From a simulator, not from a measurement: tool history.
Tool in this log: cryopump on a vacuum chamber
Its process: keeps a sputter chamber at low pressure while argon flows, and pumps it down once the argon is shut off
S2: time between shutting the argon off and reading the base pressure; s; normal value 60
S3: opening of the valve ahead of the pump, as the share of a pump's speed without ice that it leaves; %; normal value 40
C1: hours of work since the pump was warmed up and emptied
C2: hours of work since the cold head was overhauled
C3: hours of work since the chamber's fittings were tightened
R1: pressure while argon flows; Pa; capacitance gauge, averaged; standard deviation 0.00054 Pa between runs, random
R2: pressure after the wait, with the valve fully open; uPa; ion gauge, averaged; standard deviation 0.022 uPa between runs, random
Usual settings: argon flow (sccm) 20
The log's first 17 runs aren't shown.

{"run": 18, "hour": 1363.7, "argon flow (sccm)": 20, "S2": 60, "S3": 35, "C1": 729, "C2": 1597, "C3": 509, "R1": 0.0702, "R2": 1.03}
{"run": 19, "hour": 1434.1, "argon flow (sccm)": 20, "S2": 60, "S3": 27, "C1": 786, "C2": 1654, "C3": 566, "R1": 0.0877, "R2": 1.19}
{"run": 20, "hour": 1503.5, "argon flow (sccm)": 39, "S2": 238, "S3": 54, "C1": 842, "C2": 1710, "C3": 622, "R1": 0.0984, "R2": 0.83}
{"hour": 1541.9, "done": "pump warmed up, emptied and cooled again"}
{"run": 21, "hour": 1567.0, "argon flow (sccm)": 13, "S2": 238, "S3": 54, "C1": 20, "C2": 1758, "C3": 670, "R1": 0.0253, "R2": 0.57}
{"run": 22, "hour": 1665.8, "argon flow (sccm)": 13, "S2": 238, "S3": 54, "C1": 101, "C2": 1838, "C3": 750, "R1": 0.0258, "R2": 0.65}
{"run": 23, "hour": 1723.1, "argon flow (sccm)": 20, "S2": 34, "S3": 40, "C1": 147, "C2": 1885, "C3": 797, "R1": 0.0544, "R2": 1.39}
{"run": 24, "hour": 1828.9, "argon flow (sccm)": 10, "S2": 164, "S3": 40, "C1": 233, "C2": 1971, "C3": 883, "R1": 0.0272, "R2": 0.83}
{"run": 25, "hour": 1932.4, "argon flow (sccm)": 10, "S2": 58, "S3": 24, "C1": 317, "C2": 2055, "C3": 967, "R1": 0.0458, "R2": 1.22}
{"run": 26, "hour": 2032.2, "argon flow (sccm)": 10, "S2": 58, "S3": 24, "C1": 399, "C2": 2136, "C3": 1048, "R1": 0.0455, "R2": 1.24}
{"run": 27, "hour": 2125.5, "argon flow (sccm)": 8, "S2": 67, "S3": 24, "C1": 475, "C2": 2212, "C3": 1124, "R1": 0.0371, "R2": 1.29}
{"run": 28, "hour": 2203.7, "argon flow (sccm)": 25, "S2": 158, "S3": 33, "C1": 538, "C2": 2276, "C3": 1188, "R1": 0.0869, "R2": 1.12}
{"run": 29, "hour": 2315.8, "argon flow (sccm)": 27, "S2": 21, "S3": 16, "C1": 629, "C2": 2367, "C3": 1279, "R1": 0.1863, "R2": 2.39}
{"run": 30, "hour": 2388.2, "argon flow (sccm)": 30, "S2": 81, "S3": 32, "C1": 688, "C2": 2426, "C3": 1338, "R1": 0.1103, "R2": 1.44}
{"run": 31, "hour": 2452.8, "argon flow (sccm)": 30, "S2": 81, "S3": 32, "C1": 741, "C2": 2478, "C3": 1390, "R1": 0.1118, "R2": 1.48}

What does the tool deliver on the next run?
{"run": 32, "hour": 2548.6, "argon flow (sccm)": 30, "S2": 81, "S3": 32, "C1": 819, "C2": 2556, "C3": 1468, "R1": "?", "R2": "?"}

{"run 32": {"R1": 0.1141, "R2": 1.58}}
On a tool with no hidden condition, and with the same random variation, this run would have come out at R1 0.0982 Pa, R2 0.53 uPa.
